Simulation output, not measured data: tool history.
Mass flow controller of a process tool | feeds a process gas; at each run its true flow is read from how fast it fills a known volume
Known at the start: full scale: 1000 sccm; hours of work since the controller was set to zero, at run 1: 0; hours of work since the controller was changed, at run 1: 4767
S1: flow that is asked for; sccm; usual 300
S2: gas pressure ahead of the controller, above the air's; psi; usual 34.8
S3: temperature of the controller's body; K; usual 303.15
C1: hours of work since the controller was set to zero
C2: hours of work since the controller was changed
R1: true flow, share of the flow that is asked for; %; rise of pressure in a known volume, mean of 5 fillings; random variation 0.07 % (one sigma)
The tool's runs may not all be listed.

Run 1, hour 0.0: usual settings; C1 0; C2 4767. Result: R1 99.33 %.
Run 2, hour 193.4: usual settings; C1 152; C2 4919. Result: R1 99.27 %.
Run 3, hour 285.6: usual settings but S3 308.15 K; C1 225; C2 4992. Result: R1 99.63 %.
Run 4, hour 390.6: usual settings but S1 303 sccm; C1 308; C2 5074. Result: R1 99.18 %.
Run 5, hour 511.9: usual settings; C1 403; C2 5170. Result: R1 99.11 %.
Run 6, hour 694.0: usual settings; C1 547; C2 5313. Result: R1 99.15 %.
Run 7, hour 829.7: usual settings; C1 654; C2 5420. Result: R1 99.07 %.
Run 8, hour 1016.6: usual settings; C1 801; C2 5567. Result: R1 99.16 %.
Run 9, hour 1198.3: usual settings; C1 944; C2 5710. Result: R1 99.01 %.
Run 10, hour 1327.3: usual settings but S3 297.15 K; C1 1045; C2 5812. Result: R1 98.36 %.
Run 11, hour 1520.0: usual settings but S3 297.15 K; C1 1197; C2 5964. Result: R1 98.43 %.
Run 12, hour 1687.6: usual settings but S3 297.15 K; C1 1329; C2 6096. Result: R1 98.49 %.
Run 13, hour 1850.0: usual settings; C1 1457; C2 6224. Result: R1 98.95 %.
Run 14, hour 1983.6: usual settings but S3 293.15 K; C1 1562; C2 6329. Result: R1 97.98 %.
Run 15, hour 2165.1: usual settings; C1 1705; C2 6472. Result: R1 98.77 %.
Run 16, hour 2266.3: usual settings; C1 1785; C2 6552. Result: R1 98.76 %.
Run 17, hour 2433.3: usual settings; C1 1917; C2 6683. Result: R1 98.75 %.
Run 18, hour 2524.1: usual settings; C1 1988; C2 6755. Result: R1 98.77 %.
Run 19, hour 2697.3: usual settings but S1 619 sccm, S2 36.8 psi, S3 304.15 K; C1 2125; C2 6891. Result: R1 99.10 %.
Run 20, hour 2857.5: usual settings but S1 296 sccm, S2 31.3 psi; C1 2251; C2 7017. Result: R1 98.63 %.
Run 21, hour 2955.0: usual settings but S2 38.0 psi, S3 293.15 K; C1 2328; C2 7094. Result: R1 97.80 %.
Run 22, hour 3081.4: usual settings but S2 24.9 psi, S3 299.15 K; C1 2427; C2 7194. Result: R1 98.29 %.
Run 23, hour 3212.6: usual settings but S1 234 sccm, S2 21.8 psi, S3 296.15 K; C1 2530; C2 7297. Result: R1 97.90 %.
Run 24, hour 3366.9: usual settings but S1 704 sccm, S2 29.7 psi, S3 311.15 K; C1 2652; C2 7419. Result: R1 99.93 %.
Run 25, hour 3538.9: usual settings but S1 965 sccm, S2 26.0 psi, S3 294.15 K; C1 2787; C2 7554. Result: R1 98.75 %.
Run 26, hour 3620.5: usual settings but S1 965 sccm, S2 21.5 psi, S3 299.15 K; C1 2852; C2 7618. Result: R1 99.34 %.
Run 27, hour 3748.2: usual settings but S1 180 sccm, S2 21.5 psi, S3 299.15 K; C1 2952; C2 7719. Result: R1 98.05 %.
Run 28, hour 3880.0: usual settings but S1 270 sccm, S3 302.15 K; C1 3056; C2 7823. Result: R1 98.27 %.
Run 29, hour 3984.5: usual settings but S1 458 sccm, S3 313.15 K; C1 3138; C2 7905. Result: R1 99.45 %.
Run 30, hour 4086.1: usual settings but S3 309.15 K; C1 3218; C2 7985. Result: R1 98.88 %.
Run 31, hour 4273.4: usual settings but S1 262 sccm, S2 20.7 psi, S3 312.15 K; C1 3366; C2 8133. Result: R1 99.10 %.
Run 32, hour 4462.6: usual settings but S1 197 sccm, S2 38.0 psi, S3 309.15 K; C1 3515; C2 8282. Result: R1 98.62 %.
Run 33, hour 4590.3: usual settings but S1 518 sccm, S2 39.6 psi, S3 305.15 K; C1 3616; C2 8382. Result: R1 98.72 %.

Measured less the same run without the tool's hidden state. The same run-to-run variation is in both; the gauge's scatter may not be:
The hidden state here: flow at rest that the sensor doesn't see, % of full scale; true flow over the shown one, %; drift of the gauge itself on true_pct, %.
run     R1
  1  +0.00
  2  -0.04
  3  -0.06
  4  -0.08
  5  -0.11
  6  -0.15
  7  -0.19
  8  -0.23
  9  -0.26
 10  -0.29
 11  -0.34
 12  -0.37
 13  -0.41
 14  -0.44
 15  -0.49
 16  -0.51
 17  -0.54
 18  -0.56
 19  -0.60
 20  -0.64
 21  -0.66
 22  -0.69
 23  -0.72
 24  -0.76
 25  -0.79
 26  -0.81
 27  -0.85
 28  -0.88
 29  -0.90
 30  -0.92
 31  -0.97
 32  -1.02
 33  -1.04
